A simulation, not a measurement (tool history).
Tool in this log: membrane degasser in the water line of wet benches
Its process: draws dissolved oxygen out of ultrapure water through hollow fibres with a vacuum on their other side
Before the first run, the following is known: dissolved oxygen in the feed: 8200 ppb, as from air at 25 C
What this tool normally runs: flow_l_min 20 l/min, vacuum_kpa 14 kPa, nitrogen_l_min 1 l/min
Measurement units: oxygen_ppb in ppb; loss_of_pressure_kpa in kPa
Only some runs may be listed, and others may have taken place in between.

{"run": 1, "day": 0.0, "flow_l_min": 20, "vacuum_kpa": 14, "nitrogen_l_min": 1, "oxygen_ppb": 600.2, "loss_of_pressure_kpa": 45.35}
{"run": 2, "day": 2.042, "flow_l_min": 20, "vacuum_kpa": 14, "nitrogen_l_min": 1, "oxygen_ppb": 602.6, "loss_of_pressure_kpa": 45.75}
{"run": 3, "day": 3.175, "flow_l_min": 20, "vacuum_kpa": 14, "nitrogen_l_min": 0.65, "oxygen_ppb": 793.8, "loss_of_pressure_kpa": 45.78}
{"run": 4, "day": 4.362, "flow_l_min": 20, "vacuum_kpa": 14, "nitrogen_l_min": 0.65, "oxygen_ppb": 786.5, "loss_of_pressure_kpa": 45.65}
{"run": 5, "day": 5.817, "flow_l_min": 20, "vacuum_kpa": 14, "nitrogen_l_min": 1, "oxygen_ppb": 600.3, "loss_of_pressure_kpa": 45.61}
{"run": 6, "day": 7.479, "flow_l_min": 20, "vacuum_kpa": 14, "nitrogen_l_min": 1, "oxygen_ppb": 601.6, "loss_of_pressure_kpa": 45.25}
{"run": 7, "day": 9.454, "flow_l_min": 20, "vacuum_kpa": 10.9, "nitrogen_l_min": 1, "oxygen_ppb": 479, "loss_of_pressure_kpa": 45.83}
{"run": 8, "day": 11.088, "flow_l_min": 20, "vacuum_kpa": 10.9, "nitrogen_l_min": 1, "oxygen_ppb": 481.5, "loss_of_pressure_kpa": 45.26}
{"run": 9, "day": 12.567, "flow_l_min": 20, "vacuum_kpa": 14, "nitrogen_l_min": 1, "oxygen_ppb": 605.7, "loss_of_pressure_kpa": 45.7}
{"run": 10, "day": 14.779, "flow_l_min": 20, "vacuum_kpa": 14, "nitrogen_l_min": 1, "oxygen_ppb": 600.2, "loss_of_pressure_kpa": 45.58}
{"run": 11, "day": 16.758, "flow_l_min": 20, "vacuum_kpa": 14, "nitrogen_l_min": 1, "oxygen_ppb": 596.5, "loss_of_pressure_kpa": 45.87}
{"run": 12, "day": 18.542, "flow_l_min": 20, "vacuum_kpa": 14, "nitrogen_l_min": 1, "oxygen_ppb": 603, "loss_of_pressure_kpa": 45.83}
{"run": 13, "day": 19.908, "flow_l_min": 20, "vacuum_kpa": 14, "nitrogen_l_min": 1, "oxygen_ppb": 597.9, "loss_of_pressure_kpa": 45.67}
{"run": 14, "day": 21.342, "flow_l_min": 25, "vacuum_kpa": 14, "nitrogen_l_min": 0.42, "oxygen_ppb": 1241.2, "loss_of_pressure_kpa": 57.2}
{"run": 15, "day": 23.667, "flow_l_min": 25, "vacuum_kpa": 14, "nitrogen_l_min": 0.42, "oxygen_ppb": 1243.5, "loss_of_pressure_kpa": 57.28}
{"run": 16, "day": 25.242, "flow_l_min": 20, "vacuum_kpa": 9.8, "nitrogen_l_min": 1, "oxygen_ppb": 431.9, "loss_of_pressure_kpa": 46.18}
{"run": 17, "day": 26.704, "flow_l_min": 20, "vacuum_kpa": 24.3, "nitrogen_l_min": 1, "oxygen_ppb": 990.5, "loss_of_pressure_kpa": 45.73}
{"run": 18, "day": 28.904, "flow_l_min": 21, "vacuum_kpa": 8.5, "nitrogen_l_min": 0.86, "oxygen_ppb": 432.2, "loss_of_pressure_kpa": 47.96}
{"run": 19, "day": 29.954, "flow_l_min": 18, "vacuum_kpa": 29.8, "nitrogen_l_min": 0.41, "oxygen_ppb": 1965.2, "loss_of_pressure_kpa": 41.35}
{"run": 20, "day": 31.325, "flow_l_min": 25, "vacuum_kpa": 30.7, "nitrogen_l_min": 0.69, "oxygen_ppb": 1858.4, "loss_of_pressure_kpa": 57.57}
{"run": 21, "day": 33.321, "flow_l_min": 25, "vacuum_kpa": 30.7, "nitrogen_l_min": 0.69, "oxygen_ppb": 1853.2, "loss_of_pressure_kpa": 57}
{"run": 22, "day": 34.521, "flow_l_min": 12, "vacuum_kpa": 13, "nitrogen_l_min": 0.95, "oxygen_ppb": 331, "loss_of_pressure_kpa": 27.5}
{"run": 23, "day": 35.975, "flow_l_min": 20, "vacuum_kpa": 8.4, "nitrogen_l_min": 1.33, "oxygen_ppb": 322.1, "loss_of_pressure_kpa": 46}
{"run": 24, "day": 36.958, "flow_l_min": 27, "vacuum_kpa": 15.4, "nitrogen_l_min": 1, "oxygen_ppb": 903.7, "loss_of_pressure_kpa": 61.29}

For some of the steps in oxygen_ppb from one run to the next: how much would appear even if the tool had no hidden state, given the settings, what came in and random variation, and how much remains for the hidden state plus any gauge scatter that the measured result and the result without hidden state don't share?
Hidden conditions of the tool in this case: membrane still open, %; true pressure behind the membrane over the reading, kPa; air that leaks in behind the membrane, l/min; drift of the gauge itself on oxygen_ppb, %; drift of the gauge itself on loss_of_pressure_kpa, %.
Run 16 -> 17: vacuum_kpa 9.8 -> 24.3. oxygen_ppb +558.6 ppb: hidden state +10.4, all else +548.2.
Run 17 -> 18: flow_l_min 20 -> 21, vacuum_kpa 24.3 -> 8.5, nitrogen_l_min 1 -> 0.86. oxygen_ppb -558.3 ppb: hidden state -10.1, all else -548.2.
Run 18 -> 19: flow_l_min 21 -> 18, vacuum_kpa 8.5 -> 29.8, nitrogen_l_min 0.86 -> 0.41. oxygen_ppb +1533 ppb: hidden state +7.9, all else +1525.1.
Run 21 -> 22: flow_l_min 25 -> 12, vacuum_kpa 30.7 -> 13, nitrogen_l_min 0.69 -> 0.95. oxygen_ppb -1522.2 ppb: hidden state -8.5, all else -1513.7.
